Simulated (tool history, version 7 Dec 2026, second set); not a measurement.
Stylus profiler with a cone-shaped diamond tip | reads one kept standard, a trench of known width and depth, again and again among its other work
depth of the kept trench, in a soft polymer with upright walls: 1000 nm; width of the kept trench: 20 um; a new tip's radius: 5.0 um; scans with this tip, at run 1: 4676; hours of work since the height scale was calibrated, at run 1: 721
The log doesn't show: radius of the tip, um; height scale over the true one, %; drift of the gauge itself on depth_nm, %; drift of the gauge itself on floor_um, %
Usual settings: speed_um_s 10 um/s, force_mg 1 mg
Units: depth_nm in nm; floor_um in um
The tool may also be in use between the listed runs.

run	hour	speed_um_s	force_mg	scans with this tip	hours of work since the height scale was calibrated	depth_nm	floor_um
1	0	10	1	4676	721	1008.31	13.23
2	25.7	10	1	4789	738	1008.25	13.26
3	50.1	10	1	4897	755	1008.06	13.19
4	89.4	10	1	5071	782	1008.48	13.19
5	109.6	10	1	5160	795	1008.3	13.14
6	144.1	10	1	5312	819	1008.47	13.13
7	169.4	10	1	5424	836	1008.46	13.11
8	215.6	10	1.48	5628	867	1010.59	13.04
9	264.9	5	1	5845	901	1008.51	13.12
10	288.2	5	1	5948	917	1008.57	13.06
11	325.8	5	0.72	6114	942	1007.27	13.05
12	358.2	10	0.91	6256	964	1008.09	12.97
13	397.6	10	1	6430	991	1008.78	13
14	433.7	10	1	6590	1016	1008.47	12.9
15	474.9	10	1	6771	1044	1008.73	12.9
# hour 519.4: height scale calibrated on a step standard
16	524.6	10	0.36	6989	4	1005.49	12.82
17	545.3	10	0.36	7080	18	1005.47	12.87
18	579.5	10	0.36	7231	41	1005.51	12.79
# hour 598.2: height scale calibrated on a step standard, once more
19	618.6	10	0.81	7401	14	1005.68	12.8
20	658.8	10	0.81	7579	41	1005.59	12.81
21	699.7	10	0.81	7759	69	1005.65	12.74
22	739.5	7	1	7934	96	1006.75	12.74
23	774.7	28	1	8090	120	1006.32	12.63
24	813.7	2	1.36	8262	147	1008.35	12.76
25	847.9	5	0.7	8413	170	1005.09	12.7
26	893.7	5	0.7	8615	201	1005.57	12.62
27	930.5	5	0.7	8777	226	1005.13	12.62

Run 28 comes next. What will it give?
28	964.7	13	2.81	8928	249	?	?

Run 28 gave depth_nm 1013.74 nm, floor_um 12.64 um.
Without the tool's hidden state the same run would have given depth_nm 1013.98 nm, floor_um 14.01 um.
